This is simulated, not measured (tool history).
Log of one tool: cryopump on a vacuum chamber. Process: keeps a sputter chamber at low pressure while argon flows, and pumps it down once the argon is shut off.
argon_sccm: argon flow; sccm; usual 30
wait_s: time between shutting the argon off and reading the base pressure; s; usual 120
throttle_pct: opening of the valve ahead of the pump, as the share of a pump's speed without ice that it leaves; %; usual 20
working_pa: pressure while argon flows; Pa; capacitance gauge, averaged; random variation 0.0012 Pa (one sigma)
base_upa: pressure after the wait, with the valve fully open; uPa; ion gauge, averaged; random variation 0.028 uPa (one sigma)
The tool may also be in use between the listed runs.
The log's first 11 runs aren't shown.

run    hour  argon_sccm  wait_s  throttle_pct  working_pa  base_upa
 12   357.2          30     120            20      0.2633       5.4
 13   387.9          30      53            20      0.2641      6.83
      405.5  -- leaking fittings of the chamber tightened, without venting
 14     412          30      53            27      0.1986      2.76
 15   449.9          30      53            27      0.1979       2.8
 16   474.4          30      53            27      0.2001      2.92
 17   514.1          30     120            20      0.2655       1.6
 18   561.8          30     120            20      0.2673      1.68
 19   589.8          30     120            20      0.2692      1.75
 20   630.5          22      34            22      0.1816      4.46
 21   659.4          57      34            22      0.4694      4.66
 22   699.8          35      25            49      0.1389      5.87
 23   746.3          35      25            49      0.1413      6.06
 24   785.2          35      25            49      0.1443      6.17
 25   813.4          35      91            34      0.1999      2.66
 26   854.1          15     120            38      0.0771      2.51
 27     876          15     120            38       0.079      2.66
 28   917.3          30     120            23      0.2471      2.69
 29   955.4          20      26            23      0.1677      6.51
 30   979.2          20      26            23       0.167      6.76
 31  1003.9          35      82            27      0.2572      3.45
 32  1039.4          35      82            27      0.2567      3.79
     1055.2  -- pump warmed up, emptied and cooled again
 33  1075.1          35      82            27      0.2271      3.05
 34  1122.9          42      38            31      0.2406      4.92
 35  1167.7          31     188            18      0.3011      2.28

3 ways to go on from here, each from the tool as it stands after run 35. What would each give?
  A  1215.4          31     169            20           ?         ?
  B  1215.4          13     188            49           ?         ?
  C  1215.4          22     120            20           ?         ?

run  working_pa  base_upa
  A      0.2748      2.55
  B      0.0493      2.44
  C      0.1936      2.75
Without the tool's hidden state the same runs would have given:
run  working_pa  base_upa
  A      0.2691      1.05
  B       0.047      0.96
  C      0.1895      1.28

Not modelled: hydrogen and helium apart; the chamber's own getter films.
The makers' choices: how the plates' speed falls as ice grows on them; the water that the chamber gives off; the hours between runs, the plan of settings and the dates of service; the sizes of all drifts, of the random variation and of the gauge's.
